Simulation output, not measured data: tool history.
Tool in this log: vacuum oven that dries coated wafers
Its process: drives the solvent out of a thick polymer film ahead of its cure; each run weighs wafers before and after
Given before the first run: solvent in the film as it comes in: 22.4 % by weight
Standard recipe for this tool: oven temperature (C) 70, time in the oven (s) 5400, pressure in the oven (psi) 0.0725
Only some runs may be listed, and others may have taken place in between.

run,hour,oven temperature (C),time in the oven (s),pressure in the oven (psi),solvent left in the film (%)
1,0.0,70,5400,0.0725,1.36
2,61.2,70,5400,0.0725,1.35
3,122.0,71,5400,0.0725,1.15
4,154.8,71,5400,0.0725,1.23
5,207.1,74,5400,0.0725,0.98
6,242.9,74,5400,0.0725,0.84
7,305.8,74,5400,0.0725,0.88
8,354.1,74,5400,0.0725,0.80
9,413.9,74,5400,0.0725,0.89
10,444.4,74,5400,0.0725,0.81
11,504.0,74,5400,0.0725,0.85
12,548.5,74,5400,0.0725,0.87
13,585.6,74,5400,0.0725,0.91
14,615.1,74,5400,0.0725,0.89
15,646.8,70,5400,0.0422,0.99
16,699.6,70,5400,0.0422,1.02
17,751.9,70,5400,0.0422,1.10
18,797.9,76,2820,0.0725,2.37
19,837.1,76,2820,0.0725,2.18
20,866.2,76,2820,0.0725,2.31
21,920.9,76,2820,0.0725,2.21

The log once held 1 entry between its listed runs, left out of this copy. Where does each go, and what is different about the tool's unlogged condition between the listed run before it and the listed run after it?
Logged between run 6 and run 7: oven's thermocouples calibrated (hour 285.3)
  true wafer temperature over the reading, C: 0.03 -> 0; true pressure over the reading, kPa: 0.005 -> 0.006
